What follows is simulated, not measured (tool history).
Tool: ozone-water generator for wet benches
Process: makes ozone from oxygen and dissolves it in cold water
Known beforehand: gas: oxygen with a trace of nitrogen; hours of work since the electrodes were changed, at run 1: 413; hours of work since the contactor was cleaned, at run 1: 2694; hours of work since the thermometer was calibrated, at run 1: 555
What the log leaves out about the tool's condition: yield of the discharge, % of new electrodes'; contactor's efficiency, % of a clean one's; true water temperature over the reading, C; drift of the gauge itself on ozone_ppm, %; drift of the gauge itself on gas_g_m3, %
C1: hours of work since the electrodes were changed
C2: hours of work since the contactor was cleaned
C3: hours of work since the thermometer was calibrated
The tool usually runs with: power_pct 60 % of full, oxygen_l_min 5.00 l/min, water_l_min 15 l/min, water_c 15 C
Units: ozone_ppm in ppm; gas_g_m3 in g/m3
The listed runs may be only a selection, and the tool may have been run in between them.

run 1 hour=0.0 | power_pct=60 oxygen_l_min=5.00 water_l_min=15 water_c=15 | C1=413 C2=2694 C3=555 | ozone_ppm=20.8 gas_g_m3=216.8
run 2 hour=19.3 | power_pct=60 oxygen_l_min=5.00 water_l_min=15 water_c=15 | C1=430 C2=2712 C3=573 | ozone_ppm=20.8 gas_g_m3=217.4
run 3 hour=41.8 | power_pct=60 oxygen_l_min=5.00 water_l_min=15 water_c=15 | C1=450 C2=2732 C3=593 | ozone_ppm=20.8 gas_g_m3=213.3
run 4 hour=58.9 | power_pct=60 oxygen_l_min=5.00 water_l_min=15 water_c=15 | C1=466 C2=2747 C3=609 | ozone_ppm=20.8 gas_g_m3=215.5
run 5 hour=75.3 | power_pct=60 oxygen_l_min=5.00 water_l_min=15 water_c=15 | C1=481 C2=2762 C3=624 | ozone_ppm=20.4 gas_g_m3=211.5
run 6 hour=99.1 | power_pct=60 oxygen_l_min=5.00 water_l_min=15 water_c=23 | C1=502 C2=2784 C3=645 | ozone_ppm=18.2 gas_g_m3=213.9
run 7 hour=135.5 | power_pct=60 oxygen_l_min=5.00 water_l_min=15 water_c=23 | C1=535 C2=2817 C3=678 | ozone_ppm=18.0 gas_g_m3=213.8
run 8 hour=174.5 | power_pct=60 oxygen_l_min=5.00 water_l_min=15 water_c=23 | C1=570 C2=2852 C3=713 | ozone_ppm=18.2 gas_g_m3=214.9
run 9 hour=213.6 | power_pct=60 oxygen_l_min=5.00 water_l_min=15 water_c=15 | C1=606 C2=2887 C3=749 | ozone_ppm=20.7 gas_g_m3=215.8
run 10 hour=235.9 | power_pct=85 oxygen_l_min=5.00 water_l_min=15 water_c=15 | C1=626 C2=2907 C3=769 | ozone_ppm=28.3 gas_g_m3=295.1
run 11 hour=253.1 | power_pct=85 oxygen_l_min=5.00 water_l_min=15 water_c=15 | C1=641 C2=2923 C3=784 | ozone_ppm=28.3 gas_g_m3=293.9
run 12 hour=282.0 | power_pct=85 oxygen_l_min=5.00 water_l_min=15 water_c=15 | C1=667 C2=2949 C3=810 | ozone_ppm=28.0 gas_g_m3=293.9
-- hour=287.9 contactor cleaned
run 13 hour=315.0 | power_pct=85 oxygen_l_min=5.00 water_l_min=15 water_c=15 | C1=694 C2=25 C3=836 | ozone_ppm=27.3 gas_g_m3=293.5
run 14 hour=343.1 | power_pct=85 oxygen_l_min=5.00 water_l_min=15 water_c=15 | C1=719 C2=50 C3=862 | ozone_ppm=27.5 gas_g_m3=294.0
-- hour=360.9 contactor cleaned, once more
run 15 hour=369.3 | power_pct=85 oxygen_l_min=5.00 water_l_min=15 water_c=15 | C1=739 C2=8 C3=882 | ozone_ppm=29.2 gas_g_m3=292.6
run 16 hour=397.5 | power_pct=85 oxygen_l_min=5.00 water_l_min=15 water_c=15 | C1=764 C2=33 C3=907 | ozone_ppm=29.5 gas_g_m3=292.5
run 17 hour=432.7 | power_pct=85 oxygen_l_min=5.00 water_l_min=15 water_c=15 | C1=796 C2=65 C3=939 | ozone_ppm=29.5 gas_g_m3=292.1
run 18 hour=461.0 | power_pct=77 oxygen_l_min=7.72 water_l_min=11 water_c=13 | C1=822 C2=90 C3=965 | ozone_ppm=32.9 gas_g_m3=207.7
run 19 hour=486.5 | power_pct=41 oxygen_l_min=5.20 water_l_min=17 water_c=15 | C1=845 C2=114 C3=988 | ozone_ppm=13.6 gas_g_m3=148.0
run 20 hour=520.2 | power_pct=41 oxygen_l_min=5.20 water_l_min=17 water_c=15 | C1=875 C2=144 C3=1018 | ozone_ppm=13.6 gas_g_m3=147.9
run 21 hour=553.7 | power_pct=59 oxygen_l_min=5.20 water_l_min=17 water_c=10 | C1=906 C2=174 C3=1048 | ozone_ppm=20.3 gas_g_m3=205.0
run 22 hour=584.9 | power_pct=48 oxygen_l_min=5.00 water_l_min=15 water_c=8 | C1=934 C2=202 C3=1077 | ozone_ppm=19.4 gas_g_m3=174.8
run 23 hour=607.7 | power_pct=48 oxygen_l_min=5.00 water_l_min=15 water_c=8 | C1=954 C2=223 C3=1097 | ozone_ppm=19.0 gas_g_m3=172.9
run 24 hour=635.1 | power_pct=57 oxygen_l_min=5.00 water_l_min=15 water_c=15 | C1=979 C2=248 C3=1122 | ozone_ppm=20.3 gas_g_m3=202.8
run 25 hour=672.2 | power_pct=57 oxygen_l_min=5.00 water_l_min=15 water_c=9 | C1=1013 C2=281 C3=1156 | ozone_ppm=22.5 gas_g_m3=202.6
run 26 hour=700.0 | power_pct=48 oxygen_l_min=3.62 water_l_min=12 water_c=9 | C1=1038 C2=306 C3=1181 | ozone_ppm=23.1 gas_g_m3=208.2
run 27 hour=738.4 | power_pct=60 oxygen_l_min=2.80 water_l_min=15 water_c=10 | C1=1072 C2=341 C3=1215 | ozone_ppm=22.2 gas_g_m3=293.1
run 28 hour=767.2 | power_pct=80 oxygen_l_min=3.20 water_l_min=10 water_c=14 | C1=1098 C2=367 C3=1241 | ozone_ppm=39.9 gas_g_m3=351.1
run 29 hour=792.3 | power_pct=60 oxygen_l_min=8.34 water_l_min=10 water_c=15 | C1=1121 C2=390 C3=1264 | ozone_ppm=26.4 gas_g_m3=159.9
run 30 hour=815.8 | power_pct=60 oxygen_l_min=6.19 water_l_min=23 water_c=23 | C1=1142 C2=411 C3=1285 | ozone_ppm=13.1 gas_g_m3=187.0
run 31 hour=845.1 | power_pct=60 oxygen_l_min=6.19 water_l_min=10 water_c=23 | C1=1169 C2=438 C3=1312 | ozone_ppm=23.5 gas_g_m3=190.5
run 32 hour=884.1 | power_pct=67 oxygen_l_min=6.03 water_l_min=15 water_c=15 | C1=1204 C2=473 C3=1347 | ozone_ppm=23.2 gas_g_m3=209.7
run 33 hour=921.8 | power_pct=43 oxygen_l_min=8.03 water_l_min=15 water_c=8 | C1=1238 C2=507 C3=1381 | ozone_ppm=17.3 gas_g_m3=118.9

Table of differences, measured result less the result of that run with no hidden state. Run-to-run variation is the same in both. Gauge scatter possibly is not:
run=1 ozone_ppm=-1.1 gas_g_m3=+0.3
run=2 ozone_ppm=-1.1 gas_g_m3=+0.2
run=3 ozone_ppm=-1.1 gas_g_m3=+0.1
run=4 ozone_ppm=-1.0 gas_g_m3=+0.1
run=5 ozone_ppm=-1.0 gas_g_m3=+0.0
run=6 ozone_ppm=-0.9 gas_g_m3=-0.1
run=7 ozone_ppm=-0.9 gas_g_m3=-0.2
run=8 ozone_ppm=-1.0 gas_g_m3=-0.3
run=9 ozone_ppm=-1.2 gas_g_m3=-0.4
run=10 ozone_ppm=-1.6 gas_g_m3=-0.8
run=11 ozone_ppm=-1.6 gas_g_m3=-0.9
run=12 ozone_ppm=-1.6 gas_g_m3=-1.0
run=13 ozone_ppm=-2.2 gas_g_m3=-1.2
run=14 ozone_ppm=-2.3 gas_g_m3=-1.3
run=15 ozone_ppm=-0.3 gas_g_m3=-1.5
run=16 ozone_ppm=-0.4 gas_g_m3=-1.7
run=17 ozone_ppm=-0.3 gas_g_m3=-1.8
run=18 ozone_ppm=-0.4 gas_g_m3=-1.3
run=19 ozone_ppm=-0.1 gas_g_m3=-0.5
run=20 ozone_ppm=-0.2 gas_g_m3=-0.5
run=21 ozone_ppm=-0.2 gas_g_m3=-1.2
run=22 ozone_ppm=-0.2 gas_g_m3=-0.9
run=23 ozone_ppm=-0.3 gas_g_m3=-0.9
run=24 ozone_ppm=-0.3 gas_g_m3=-1.4
run=25 ozone_ppm=-0.4 gas_g_m3=-1.5
run=26 ozone_ppm=-0.4 gas_g_m3=-1.3
run=27 ozone_ppm=-0.4 gas_g_m3=-2.5
run=28 ozone_ppm=-0.8 gas_g_m3=-4.1
run=29 ozone_ppm=-0.5 gas_g_m3=-1.5
run=30 ozone_ppm=-0.3 gas_g_m3=-1.8
run=31 ozone_ppm=-0.5 gas_g_m3=-1.9
run=32 ozone_ppm=-0.6 gas_g_m3=-2.5
run=33 ozone_ppm=-0.4 gas_g_m3=-0.9
